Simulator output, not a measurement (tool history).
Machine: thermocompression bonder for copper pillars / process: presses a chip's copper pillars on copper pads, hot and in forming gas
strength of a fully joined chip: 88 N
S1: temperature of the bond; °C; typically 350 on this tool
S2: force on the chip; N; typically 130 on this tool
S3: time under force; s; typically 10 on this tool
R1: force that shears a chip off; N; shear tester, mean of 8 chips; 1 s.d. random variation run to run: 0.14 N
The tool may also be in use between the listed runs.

Run 1, hour 0: usual settings. Result: R1 48.8 N.
Run 2, hour 10: usual settings. Result: R1 48.6 N.
Run 3, hour 20.8: usual settings. Result: R1 48.6 N.
Run 4, hour 28.8: usual settings. Result: R1 48.8 N.
Run 5, hour 45: usual settings. Result: R1 48.6 N.
Run 6, hour 52.9: usual settings. Result: R1 48.6 N.
Run 7, hour 61.9: usual settings. Result: R1 48.8 N.
Run 8, hour 78.2: usual settings. Result: R1 49 N.
Run 9, hour 89: usual settings but S3 6 s. Result: R1 41 N.
Run 10, hour 105.5: usual settings but S3 6 s. Result: R1 41.1 N.
Run 11, hour 122.1: usual settings but S3 6 s. Result: R1 41.2 N.
Run 12, hour 136: usual settings but S3 6 s. Result: R1 41.2 N.
Run 13, hour 148.2: usual settings but S2 91 N. Result: R1 34.1 N.
Run 14, hour 156.1: usual settings but S2 91 N. Result: R1 34.1 N.
Run 15, hour 174.5: usual settings but S2 91 N. Result: R1 33.9 N.
Run 16, hour 187.4: usual settings but S2 91 N. Result: R1 34 N.
Run 17, hour 197.9: usual settings but S3 23 s. Result: R1 62.2 N.
Run 18, hour 207: usual settings. Result: R1 49.3 N.
Run 19, hour 221.6: usual settings. Result: R1 49.2 N.
Run 20, hour 232: usual settings. Result: R1 49 N.
Run 21, hour 248.4: usual settings. Result: R1 49.2 N.
Run 22, hour 267.2: usual settings. Result: R1 49.2 N.
Run 23, hour 281.7: usual settings but S1 348 °C, S3 9 s. Result: R1 47 N.
Run 24, hour 299: usual settings but S1 331 °C, S2 79 N, S3 9 s. Result: R1 22.3 N.
Run 25, hour 309.5: usual settings but S1 341 °C, S2 102 N, S3 9 s. Result: R1 33.9 N.
Run 26, hour 321.8: usual settings but S1 364 °C, S2 126 N, S3 27 s. Result: R1 69.4 N.
Run 27, hour 336.7: usual settings but S1 364 °C, S2 126 N, S3 27 s. Result: R1 69.5 N.
Run 28, hour 345.9: usual settings but S1 365 °C, S2 181 N, S3 20 s. Result: R1 78.9 N.
Run 29, hour 364.1: usual settings but S1 361 °C, S2 88 N, S3 7 s. Result: R1 32.4 N.
Run 30, hour 379.3: usual settings but S1 361 °C, S2 88 N, S3 7 s. Result: R1 32.2 N.
Run 31, hour 394: usual settings but S1 372 °C, S2 82 N, S3 5 s. Result: R1 29.2 N.
At hour 406.1: forming gas filter changed.
At hour 408.7: gauge calibrated.
Run 32, hour 408.7: usual settings but S1 372 °C, S2 82 N, S3 5 s. Result: R1 28.7 N.
Run 33, hour 424.5: usual settings but S1 372 °C, S2 82 N, S3 5 s. Result: R1 28.9 N.
Run 34, hour 435.5: usual settings but S1 349 °C, S2 160 N, S3 24 s. Result: R1 71.2 N.
Run 35, hour 444.5: usual settings but S1 349 °C, S2 160 N, S3 24 s. Result: R1 71.3 N.
Run 36, hour 458.5: usual settings but S1 354 °C, S2 124 N, S3 7 s. Result: R1 42.9 N.
Run 37, hour 467.4: usual settings but S1 380 °C, S2 88 N. Result: R1 43.7 N.
Run 38, hour 480.9: usual settings but S1 347 °C. Result: R1 47.7 N.
Run 39, hour 499.6: usual settings but S1 358 °C, S2 135 N, S3 9 s. Result: R1 52.3 N.
Run 40, hour 516.9: usual settings but S2 98 N, S3 6 s. Result: R1 30.4 N.
Run 41, hour 533.6: usual settings but S2 98 N, S3 14 s. Result: R1 41.7 N.

Here are 3 independent what-if runs from the current tool condition. What would each one return?
Run A, hour 543.5: usual settings but S1 379 °C, S2 86 N, S3 8 s. Result: R1 ?.
Run B, hour 543.5: usual settings but S1 321 °C, S2 142 N. Result: R1 ?.
Run C, hour 543.5: usual settings but S3 13 s. Result: R1 ?.

run    R1
  A    39
  B  40.3
  C  53.3
Take away the tool's hidden state, keep each run's random variation, and the runs would have read:
run    R1
  A  38.8
  B  40.1
  C    53

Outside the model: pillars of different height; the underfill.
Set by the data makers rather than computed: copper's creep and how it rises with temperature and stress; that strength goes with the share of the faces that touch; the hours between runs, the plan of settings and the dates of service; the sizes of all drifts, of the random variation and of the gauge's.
